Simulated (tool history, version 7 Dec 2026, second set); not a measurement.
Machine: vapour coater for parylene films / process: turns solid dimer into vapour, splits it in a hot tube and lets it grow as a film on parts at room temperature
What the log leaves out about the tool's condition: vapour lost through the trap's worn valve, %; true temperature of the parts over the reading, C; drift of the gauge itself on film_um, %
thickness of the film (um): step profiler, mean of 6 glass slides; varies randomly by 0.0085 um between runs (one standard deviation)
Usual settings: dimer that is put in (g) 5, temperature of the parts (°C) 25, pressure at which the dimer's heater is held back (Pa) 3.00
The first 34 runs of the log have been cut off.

run	hour	dimer that is put in (g)	temperature of the parts (°C)	pressure at which the dimer's heater is held back (Pa)	hours of work since the trap's valve was overhauled	hours of work since the table's thermometer was calibrated	thickness of the film (um)
35	741.3	2	24	8.49	35	121	0.319
36	761.5	7	35	10.54	47	133	0.882
37	793.3	7	35	10.54	66	152	0.868
38	818.6	2	35	10.54	81	167	0.248
39	847.0	5	36	2.41	98	184	0.686
40	867.2	5	25	4.16	110	196	0.787
41	888.3	8	37	8.34	123	209	0.975
42	904.2	4	18	2.72	132	218	0.732
43	935.9	4	18	9.32	151	237	0.674
44	965.3	4	18	9.32	169	255	0.657
45	978.2	4	18	9.32	176	262	0.668

Each row is a separate what-if for the run after 45, all from the same tool condition, not one after another. Results?
A	996.0	9	21	10.69	187	273	?
B	996.0	2	23	2.36	187	273	?
C	996.0	6	18	3.00	187	273	?

run	thickness of the film (um)
A	1.380
B	0.334
C	1.078
Without the tool's hidden state the same runs would have given:
run	thickness of the film (um)
A	1.440
B	0.348
C	1.125
